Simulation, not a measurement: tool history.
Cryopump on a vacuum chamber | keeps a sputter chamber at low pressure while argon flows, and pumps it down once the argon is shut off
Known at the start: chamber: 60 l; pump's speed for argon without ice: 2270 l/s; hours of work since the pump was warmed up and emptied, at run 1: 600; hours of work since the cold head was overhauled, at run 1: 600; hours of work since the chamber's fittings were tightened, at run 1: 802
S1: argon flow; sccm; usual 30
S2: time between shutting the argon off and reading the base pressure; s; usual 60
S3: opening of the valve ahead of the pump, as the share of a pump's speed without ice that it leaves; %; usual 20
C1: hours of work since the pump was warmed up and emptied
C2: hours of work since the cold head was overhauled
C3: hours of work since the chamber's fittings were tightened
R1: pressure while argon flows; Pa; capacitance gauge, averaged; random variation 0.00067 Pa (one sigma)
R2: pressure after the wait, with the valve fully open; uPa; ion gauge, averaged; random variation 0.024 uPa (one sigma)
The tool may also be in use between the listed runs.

run 1 hour=0 | S1=30 S2=60 S3=20 | C1=600 C2=600 C3=802 | R1=0.12 R2=1.02
-- hour=18.7 pump warmed up, emptied and cooled again
run 2 hour=25.9 | S1=30 S2=290 S3=20 | C1=6 C2=616 C3=818 | R1=0.1115 R2=0.37
run 3 hour=41.1 | S1=30 S2=290 S3=20 | C1=17 C2=627 C3=829 | R1=0.1122 R2=0.39
run 4 hour=57.7 | S1=30 S2=60 S3=35 | C1=30 C2=640 C3=842 | R1=0.0653 R2=0.92
run 5 hour=70.2 | S1=30 S2=33 S3=35 | C1=39 C2=649 C3=852 | R1=0.065 R2=1.57
run 6 hour=83.8 | S1=30 S2=33 S3=35 | C1=50 C2=660 C3=862 | R1=0.0649 R2=1.58
run 7 hour=100.1 | S1=30 S2=33 S3=35 | C1=62 C2=672 C3=874 | R1=0.0652 R2=1.49
run 8 hour=124.7 | S1=30 S2=33 S3=35 | C1=81 C2=691 C3=893 | R1=0.0642 R2=1.52
run 9 hour=140.5 | S1=30 S2=51 S3=20 | C1=93 C2=703 C3=905 | R1=0.1129 R2=1.09
run 10 hour=159.5 | S1=30 S2=51 S3=20 | C1=108 C2=718 C3=920 | R1=0.1136 R2=1.12
run 11 hour=179.4 | S1=30 S2=51 S3=20 | C1=123 C2=733 C3=935 | R1=0.1132 R2=1.07
run 12 hour=198 | S1=30 S2=136 S3=45 | C1=137 C2=747 C3=949 | R1=0.0516 R2=0.51
run 13 hour=214.5 | S1=30 S2=136 S3=45 | C1=150 C2=760 C3=962 | R1=0.0529 R2=0.57
run 14 hour=227 | S1=45 S2=136 S3=45 | C1=159 C2=769 C3=971 | R1=0.0779 R2=0.53
run 15 hour=243.9 | S1=30 S2=56 S3=45 | C1=172 C2=782 C3=984 | R1=0.053 R2=0.99
run 16 hour=260.7 | S1=30 S2=56 S3=45 | C1=185 C2=795 C3=997 | R1=0.052 R2=1.03
run 17 hour=272.9 | S1=19 S2=86 S3=35 | C1=194 C2=804 C3=1006 | R1=0.0418 R2=0.8
run 18 hour=294.3 | S1=19 S2=86 S3=35 | C1=211 C2=821 C3=1023 | R1=0.0432 R2=0.77
run 19 hour=311.8 | S1=53 S2=92 S3=34 | C1=224 C2=834 C3=1036 | R1=0.1212 R2=0.77
run 20 hour=330.7 | S1=54 S2=60 S3=43 | C1=238 C2=849 C3=1051 | R1=0.0993 R2=0.93
run 21 hour=349.8 | S1=58 S2=133 S3=18 | C1=253 C2=863 C3=1065 | R1=0.2451 R2=0.59
run 22 hour=368.1 | S1=39 S2=289 S3=20 | C1=267 C2=877 C3=1079 | R1=0.1488 R2=0.45

3 ways to go on from here, each from the tool as it stands after run 22. What would each give?
run A hour=392.8 | S1=47 S2=289 S3=20 | C1=286 C2=896 C3=1098 | R1=? R2=?
run B hour=392.8 | S1=58 S2=118 S3=35 | C1=286 C2=896 C3=1098 | R1=? R2=?
run C hour=392.8 | S1=14 S2=289 S3=54 | C1=286 C2=896 C3=1098 | R1=? R2=?

run=A R1=0.1806 R2=0.44
run=B R1=0.1306 R2=0.63
run=C R1=0.021 R2=0.42
Without the tool's hidden state the same runs would have given:
run=A R1=0.1748 R2=0.28
run=B R1=0.1234 R2=0.47
run=C R1=0.0193 R2=0.26
